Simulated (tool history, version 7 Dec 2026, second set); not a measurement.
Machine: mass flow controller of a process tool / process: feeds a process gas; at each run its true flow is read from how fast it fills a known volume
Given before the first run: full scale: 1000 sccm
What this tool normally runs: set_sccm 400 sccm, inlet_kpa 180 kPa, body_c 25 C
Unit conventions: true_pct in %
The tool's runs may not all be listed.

| run | hour | set_sccm | inlet_kpa | body_c | true_pct |
|---|---|---|---|---|---|
| 1 | 0 | 400 | 180 | 25 | 95.01 |
| 2 | 286 | 400 | 180 | 25 | 94.88 |
| 3 | 490.5 | 400 | 180 | 25 | 94.81 |
| 4 | 826.3 | 400 | 180 | 25 | 94.71 |
| 5 | 1070.7 | 400 | 180 | 25 | 94.5 |
| 6 | 1259.3 | 400 | 180 | 25 | 94.53 |
| 7 | 1425.5 | 400 | 180 | 25 | 94.38 |
| 8 | 1581.6 | 400 | 180 | 25 | 93.9 |
| 9 | 1936.5 | 400 | 180 | 25 | 93.7 |
| 10 | 2216.9 | 400 | 180 | 25 | 93.49 |
| 11 | 2556.3 | 257 | 180 | 25 | 91.89 |
| 12 | 2849.9 | 400 | 225 | 24 | 93.66 |
| 13 | 2996.1 | 401 | 225 | 25 | 93.68 |
| 14 | 3260.5 | 401 | 225 | 25 | 95.83 |
| 15 | 3602.2 | 422 | 193 | 37 | 94.24 |
| 16 | 3854.4 | 549 | 255 | 25 | 95.98 |
| 17 | 4091.2 | 192 | 181 | 24 | 94.7 |
| 18 | 4409.2 | 617 | 175 | 37 | 94.14 |
| 19 | 4603.3 | 617 | 175 | 37 | 94.06 |
| 20 | 4858.8 | 400 | 227 | 28 | 94.7 |
| 21 | 5123.3 | 400 | 227 | 28 | 94.66 |

Missing from the log above: 2 entries noted between runs. For each, name the pair of listed runs it sits between and say how the tool's hidden condition differs from the listed run just before to the listed run just after:
Runs 7 to 8: controller's zero set anew (hour 1507.4)
  flow at rest that the sensor doesn't see, % of full scale: -0.653 -> -0.845; true flow over the shown one, %: -2.81 -> -2.86
  measured less the result without the state, true_pct: -4.44 -> -4.97 %
Runs 13 to 14: controller's zero set anew, once more (hour 3130.5)
  flow at rest that the sensor doesn't see, % of full scale: -0.945 -> -0.016; true flow over the shown one, %: -3.26 -> -3.33
  measured less the result without the state, true_pct: -5.62 -> -3.37 %
